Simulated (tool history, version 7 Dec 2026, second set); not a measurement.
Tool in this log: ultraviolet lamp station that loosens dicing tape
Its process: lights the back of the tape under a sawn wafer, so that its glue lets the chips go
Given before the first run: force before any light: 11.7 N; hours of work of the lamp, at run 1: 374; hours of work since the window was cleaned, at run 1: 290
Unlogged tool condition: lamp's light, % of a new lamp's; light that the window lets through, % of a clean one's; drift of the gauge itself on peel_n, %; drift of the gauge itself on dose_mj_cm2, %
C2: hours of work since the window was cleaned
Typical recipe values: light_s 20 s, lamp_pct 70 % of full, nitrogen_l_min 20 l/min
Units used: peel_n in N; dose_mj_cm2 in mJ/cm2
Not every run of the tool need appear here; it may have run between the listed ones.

{"run": 1, "hour": 0.0, "light_s": 20, "lamp_pct": 70, "nitrogen_l_min": 20, "hours of work of the lamp": 374, "C2": 290, "peel_n": 0.619, "dose_mj_cm2": 293}
{"run": 2, "hour": 20.5, "light_s": 20, "lamp_pct": 70, "nitrogen_l_min": 20, "hours of work of the lamp": 390, "C2": 305, "peel_n": 0.65, "dose_mj_cm2": 288}
{"run": 3, "hour": 35.1, "light_s": 20, "lamp_pct": 70, "nitrogen_l_min": 20, "hours of work of the lamp": 402, "C2": 317, "peel_n": 0.683, "dose_mj_cm2": 283}
{"run": 4, "hour": 50.4, "light_s": 20, "lamp_pct": 70, "nitrogen_l_min": 20, "hours of work of the lamp": 413, "C2": 329, "peel_n": 0.67, "dose_mj_cm2": 279}
{"run": 5, "hour": 65.6, "light_s": 20, "lamp_pct": 70, "nitrogen_l_min": 23, "hours of work of the lamp": 425, "C2": 340, "peel_n": 0.63, "dose_mj_cm2": 281}
{"run": 6, "hour": 75.9, "light_s": 20, "lamp_pct": 70, "nitrogen_l_min": 7, "hours of work of the lamp": 433, "C2": 348, "peel_n": 1.502, "dose_mj_cm2": 280}
{"run": 7, "hour": 88.4, "light_s": 20, "lamp_pct": 70, "nitrogen_l_min": 7, "hours of work of the lamp": 443, "C2": 358, "peel_n": 1.605, "dose_mj_cm2": 279}
{"run": 8, "hour": 104.9, "light_s": 20, "lamp_pct": 70, "nitrogen_l_min": 6, "hours of work of the lamp": 455, "C2": 371, "peel_n": 1.667, "dose_mj_cm2": 271}
{"run": 9, "hour": 122.6, "light_s": 20, "lamp_pct": 70, "nitrogen_l_min": 6, "hours of work of the lamp": 469, "C2": 384, "peel_n": 1.722, "dose_mj_cm2": 269}
{"run": 10, "hour": 143.0, "light_s": 20, "lamp_pct": 70, "nitrogen_l_min": 6, "hours of work of the lamp": 485, "C2": 400, "peel_n": 1.766, "dose_mj_cm2": 268}
{"run": 11, "hour": 155.0, "light_s": 20, "lamp_pct": 70, "nitrogen_l_min": 6, "hours of work of the lamp": 494, "C2": 409, "peel_n": 1.829, "dose_mj_cm2": 265}
{"run": 12, "hour": 170.4, "light_s": 20, "lamp_pct": 70, "nitrogen_l_min": 6, "hours of work of the lamp": 506, "C2": 421, "peel_n": 1.891, "dose_mj_cm2": 266}
{"run": 13, "hour": 187.6, "light_s": 20, "lamp_pct": 70, "nitrogen_l_min": 20, "hours of work of the lamp": 519, "C2": 434, "peel_n": 0.816, "dose_mj_cm2": 264}
{"run": 14, "hour": 208.6, "light_s": 20, "lamp_pct": 70, "nitrogen_l_min": 20, "hours of work of the lamp": 535, "C2": 451, "peel_n": 0.872, "dose_mj_cm2": 256}
{"hour": 210.6, "done": "window cleaned of glue's vapour"}
{"run": 15, "hour": 226.4, "light_s": 20, "lamp_pct": 70, "nitrogen_l_min": 20, "hours of work of the lamp": 549, "C2": 12, "peel_n": 0.975, "dose_mj_cm2": 240}
{"run": 16, "hour": 241.3, "light_s": 20, "lamp_pct": 70, "nitrogen_l_min": 20, "hours of work of the lamp": 560, "C2": 24, "peel_n": 0.981, "dose_mj_cm2": 236}
{"run": 17, "hour": 257.7, "light_s": 14, "lamp_pct": 69, "nitrogen_l_min": 14, "hours of work of the lamp": 573, "C2": 36, "peel_n": 2.513, "dose_mj_cm2": 161}
{"run": 18, "hour": 269.2, "light_s": 10, "lamp_pct": 93, "nitrogen_l_min": 21, "hours of work of the lamp": 582, "C2": 45, "peel_n": 2.239, "dose_mj_cm2": 156}
{"hour": 277.0, "done": "window cleaned of glue's vapour, once more"}
{"run": 19, "hour": 286.4, "light_s": 34, "lamp_pct": 62, "nitrogen_l_min": 10, "hours of work of the lamp": 595, "C2": 7, "peel_n": 0.444, "dose_mj_cm2": 433}
{"run": 20, "hour": 302.4, "light_s": 30, "lamp_pct": 71, "nitrogen_l_min": 20, "hours of work of the lamp": 607, "C2": 20, "peel_n": 0.284, "dose_mj_cm2": 435}
{"run": 21, "hour": 317.2, "light_s": 19, "lamp_pct": 90, "nitrogen_l_min": 19, "hours of work of the lamp": 618, "C2": 31, "peel_n": 0.444, "dose_mj_cm2": 349}
{"run": 22, "hour": 332.0, "light_s": 15, "lamp_pct": 70, "nitrogen_l_min": 28, "hours of work of the lamp": 630, "C2": 42, "peel_n": 1.036, "dose_mj_cm2": 210}
{"run": 23, "hour": 346.8, "light_s": 15, "lamp_pct": 70, "nitrogen_l_min": 28, "hours of work of the lamp": 641, "C2": 54, "peel_n": 1.087, "dose_mj_cm2": 210}
{"run": 24, "hour": 355.4, "light_s": 31, "lamp_pct": 70, "nitrogen_l_min": 39, "hours of work of the lamp": 648, "C2": 60, "peel_n": 0.228, "dose_mj_cm2": 434}
{"run": 25, "hour": 373.7, "light_s": 23, "lamp_pct": 99, "nitrogen_l_min": 8, "hours of work of the lamp": 662, "C2": 75, "peel_n": 0.469, "dose_mj_cm2": 452}
{"run": 26, "hour": 391.9, "light_s": 23, "lamp_pct": 99, "nitrogen_l_min": 8, "hours of work of the lamp": 676, "C2": 89, "peel_n": 0.514, "dose_mj_cm2": 443}
{"run": 27, "hour": 402.1, "light_s": 11, "lamp_pct": 88, "nitrogen_l_min": 20, "hours of work of the lamp": 684, "C2": 96, "peel_n": 1.639, "dose_mj_cm2": 186}
{"run": 28, "hour": 414.6, "light_s": 37, "lamp_pct": 78, "nitrogen_l_min": 39, "hours of work of the lamp": 694, "C2": 106, "peel_n": 0.208, "dose_mj_cm2": 551}

Below, each run's measurement less what the same run would have read without the hidden state. Both values contain the same run-to-run variation, but the gauge's scatter may not be the same in both:
run=1 peel_n=+0.260 dose_mj_cm2=-82
run=2 peel_n=+0.284 dose_mj_cm2=-87
run=3 peel_n=+0.307 dose_mj_cm2=-88
run=4 peel_n=+0.309 dose_mj_cm2=-91
run=5 peel_n=+0.291 dose_mj_cm2=-94
run=6 peel_n=+0.688 dose_mj_cm2=-96
run=7 peel_n=+0.743 dose_mj_cm2=-97
run=8 peel_n=+0.773 dose_mj_cm2=-100
run=9 peel_n=+0.817 dose_mj_cm2=-104
run=10 peel_n=+0.860 dose_mj_cm2=-106
run=11 peel_n=+0.899 dose_mj_cm2=-108
run=12 peel_n=+0.948 dose_mj_cm2=-112
run=13 peel_n=+0.444 dose_mj_cm2=-115
run=14 peel_n=+0.493 dose_mj_cm2=-117
run=15 peel_n=+0.610 dose_mj_cm2=-134
run=16 peel_n=+0.619 dose_mj_cm2=-137
run=17 peel_n=+1.424 dose_mj_cm2=-96
run=18 peel_n=+1.335 dose_mj_cm2=-94
run=19 peel_n=+0.165 dose_mj_cm2=-126
run=20 peel_n=+0.068 dose_mj_cm2=-134
run=21 peel_n=+0.176 dose_mj_cm2=-110
run=22 peel_n=+0.484 dose_mj_cm2=-70
run=23 peel_n=+0.519 dose_mj_cm2=-71
run=24 peel_n=+0.031 dose_mj_cm2=-150
run=25 peel_n=+0.211 dose_mj_cm2=-162
run=26 peel_n=+0.234 dose_mj_cm2=-168
run=27 peel_n=+0.796 dose_mj_cm2=-72
run=28 peel_n=+0.007 dose_mj_cm2=-219
